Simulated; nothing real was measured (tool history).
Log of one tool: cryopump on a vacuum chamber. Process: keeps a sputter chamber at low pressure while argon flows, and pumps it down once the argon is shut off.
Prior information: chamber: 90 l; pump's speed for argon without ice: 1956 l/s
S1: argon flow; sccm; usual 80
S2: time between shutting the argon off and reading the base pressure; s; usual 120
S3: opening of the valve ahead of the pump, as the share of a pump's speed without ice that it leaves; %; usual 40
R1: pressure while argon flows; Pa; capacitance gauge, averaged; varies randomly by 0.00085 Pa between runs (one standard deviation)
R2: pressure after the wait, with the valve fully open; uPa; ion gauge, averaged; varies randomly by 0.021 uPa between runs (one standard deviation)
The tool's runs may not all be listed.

Run 1, day 0: usual settings. Result: R1 0.1939 Pa, R2 1.5 uPa.
Run 2, day 0.967: usual settings. Result: R1 0.1951 Pa, R2 1.49 uPa.
Run 3, day 2.158: usual settings but S1 143 sccm. Result: R1 0.349 Pa, R2 1.55 uPa.
Run 4, day 3.171: usual settings. Result: R1 0.1967 Pa, R2 1.54 uPa.
Run 5, day 4.662: usual settings but S3 28 %. Result: R1 0.2712 Pa, R2 1.59 uPa.
Run 6, day 5.912: usual settings. Result: R1 0.1971 Pa, R2 1.68 uPa.
Run 7, day 7.25: usual settings. Result: R1 0.1966 Pa, R2 1.71 uPa.
Run 8, day 8.1: usual settings. Result: R1 0.1974 Pa, R2 1.64 uPa.
Run 9, day 8.921: usual settings but S1 101 sccm, S2 23 s. Result: R1 0.2484 Pa, R2 2.71 uPa.
Run 10, day 9.888: usual settings but S1 47 sccm, S2 22 s, S3 25 %. Result: R1 0.1792 Pa, R2 2.9 uPa.
At day 10.546: pump warmed up, emptied and cooled again.
Run 11, day 11.483: usual settings but S1 117 sccm, S2 38 s, S3 35 %. Result: R1 0.2922 Pa, R2 1.89 uPa.
Run 12, day 12.558: usual settings but S1 87 sccm, S2 90 s, S3 18 %. Result: R1 0.4156 Pa, R2 1.41 uPa.
Run 13, day 13.575: usual settings but S1 39 sccm, S2 197 s, S3 18 %. Result: R1 0.187 Pa, R2 1.29 uPa.
Run 14, day 14.75: usual settings but S1 74 sccm, S2 77 s, S3 58 %. Result: R1 0.1126 Pa, R2 1.52 uPa.
Run 15, day 15.85: usual settings but S1 77 sccm. Result: R1 0.1684 Pa, R2 1.42 uPa.

Consider 4 possible next runs. They are alternatives, not a sequence: every one starts from the tool as it was left by run 15. What does each give?
Run A, day 16.621: usual settings but S1 127 sccm, S2 172 s, S3 59 %. Result: R1 ?, R2 ?.
Run B, day 16.621: usual settings but S1 43 sccm, S2 22 s, S3 41 %. Result: R1 ?, R2 ?.
Run C, day 16.621: usual settings but S1 75 sccm, S2 102 s, S3 50 %. Result: R1 ?, R2 ?.
Run D, day 16.621: usual settings but S1 77 sccm, S2 22 s. Result: R1 ?, R2 ?.

run      R1    R2
  A  0.1913  1.34
  B  0.0927  2.42
  C  0.1323  1.45
  D  0.1702  2.53
Had the tool no hidden state, the same runs would have come out as:
run      R1    R2
  A  0.1859  0.32
  B  0.0909  1.42
  C  0.1291  0.45
  D  0.1669  1.49

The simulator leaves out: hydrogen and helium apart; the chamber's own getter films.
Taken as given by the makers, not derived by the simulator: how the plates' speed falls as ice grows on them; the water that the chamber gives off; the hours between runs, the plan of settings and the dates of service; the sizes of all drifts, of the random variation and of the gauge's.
